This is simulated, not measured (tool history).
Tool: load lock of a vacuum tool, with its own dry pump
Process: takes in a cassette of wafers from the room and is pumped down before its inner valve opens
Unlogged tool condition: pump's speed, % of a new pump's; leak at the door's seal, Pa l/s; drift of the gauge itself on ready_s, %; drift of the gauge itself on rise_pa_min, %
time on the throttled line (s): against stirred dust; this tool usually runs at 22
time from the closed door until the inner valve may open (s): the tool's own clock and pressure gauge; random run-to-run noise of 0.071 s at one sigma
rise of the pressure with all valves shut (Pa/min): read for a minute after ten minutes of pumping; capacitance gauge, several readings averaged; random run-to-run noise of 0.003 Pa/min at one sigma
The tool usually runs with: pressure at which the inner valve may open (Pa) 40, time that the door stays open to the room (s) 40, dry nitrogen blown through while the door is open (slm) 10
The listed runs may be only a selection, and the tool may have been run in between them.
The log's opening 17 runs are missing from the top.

| run | day | time on the throttled line (s) | pressure at which the inner valve may open (Pa) | time that the door stays open to the room (s) | dry nitrogen blown through while the door is open (slm) | hours that the pump has run since its overhaul | times that the door has closed on its seal | incoming humidity of the room's air, % | time from the closed door until the inner valve may open (s) | rise of the pressure with all valves shut (Pa/min) |
|---|---|---|---|---|---|---|---|---|---|---|
| 18 | 117.383 | 20 | 40 | 40 | 10 | 8824 | 16078 | 46.4 | 31.94 | 0.251 |
| 19 | 122.117 | 22 | 40 | 40 | 40 | 8937 | 16399 | 42.4 | 33.45 | 0.222 |
| 20 | 127.992 | 22 | 33 | 66 | 13 | 9078 | 16799 | 38.6 | 33.86 | 0.259 |
| 21 | 134.217 | 22 | 33 | 66 | 13 | 9228 | 17222 | 41.6 | 33.90 | 0.270 |
| 22 | 143.562 | 22 | 33 | 66 | 13 | 9452 | 17857 | 39.0 | 33.73 | 0.278 |
| 23 | 149.004 | 22 | 33 | 66 | 13 | 9582 | 18227 | 48.6 | 33.80 | 0.296 |
| 24 | 157.262 | 22 | 33 | 66 | 13 | 9781 | 18789 | 46.8 | 33.95 | 0.305 |
| 25 | 163.200 | 22 | 38 | 40 | 10 | 9923 | 19192 | 44.1 | 33.51 | 0.312 |
| 26 | 172.258 | 22 | 47 | 40 | 19 | 10141 | 19808 | 43.5 | 33.25 | 0.302 |
| 27 | 179.367 | 17 | 77 | 165 | 4 | 10311 | 20291 | 43.4 | 28.09 | 0.416 |
| 28 | 183.492 | 31 | 42 | 113 | 4 | 10410 | 20572 | 43.3 | 40.53 | 0.388 |
| 29 | 187.700 | 27 | 66 | 40 | 10 | 10511 | 20858 | 42.1 | 36.42 | 0.335 |
| 30 | 192.058 | 27 | 66 | 40 | 10 | 10616 | 21154 | 46.5 | 36.30 | 0.348 |
| 31 | 200.446 | 27 | 66 | 40 | 10 | 10817 | 21724 | 42.7 | 36.39 | 0.353 |
| 32 | 206.850 | 26 | 62 | 40 | 10 | 10971 | 22160 | 49.2 | 35.75 | 0.374 |
| 33 | 214.500 | 26 | 62 | 40 | 10 | 11154 | 22680 | 48.0 | 35.75 | 0.379 |
| 34 | 221.767 | 26 | 62 | 40 | 10 | 11329 | 23174 | 44.3 | 35.80 | 0.388 |
| 35 | 231.121 | 26 | 62 | 40 | 10 | 11553 | 23810 | 45.5 | 35.72 | 0.402 |
| 36 | 236.146 | 17 | 62 | 29 | 10 | 11674 | 24151 | 41.4 | 28.81 | 0.404 |
| 37 | 241.521 | 18 | 40 | 40 | 23 | 11803 | 24516 | 44.3 | 30.46 | 0.389 |
| 38 | 247.675 | 28 | 79 | 77 | 14 | 11951 | 24935 | 45.6 | 36.89 | 0.436 |

Alternative continuations, all from the tool just after run 38; predict every row:
| A | 256.329 | 18 | 31 | 36 | 14 | 12158 | 25523 | 42.6 | ? | ? |
| B | 256.329 | 12 | 79 | 77 | 36 | 12158 | 25523 | 44.0 | ? | ? |
| C | 256.329 | 22 | 33 | 135 | 4 | 12158 | 25523 | 43.9 | ? | ? |

| run | time from the closed door until the inner valve may open (s) | rise of the pressure with all valves shut (Pa/min) |
|---|---|---|
| A | 30.94 | 0.438 |
| B | 24.29 | 0.432 |
| C | 33.99 | 0.525 |
Take away the tool's hidden state, keep each run's random variation, and the runs would have read:
| run | time from the closed door until the inner valve may open (s) | rise of the pressure with all valves shut (Pa/min) |
|---|---|---|
| A | 29.99 | 0.045 |
| B | 23.40 | 0.039 |
| C | 33.12 | 0.135 |
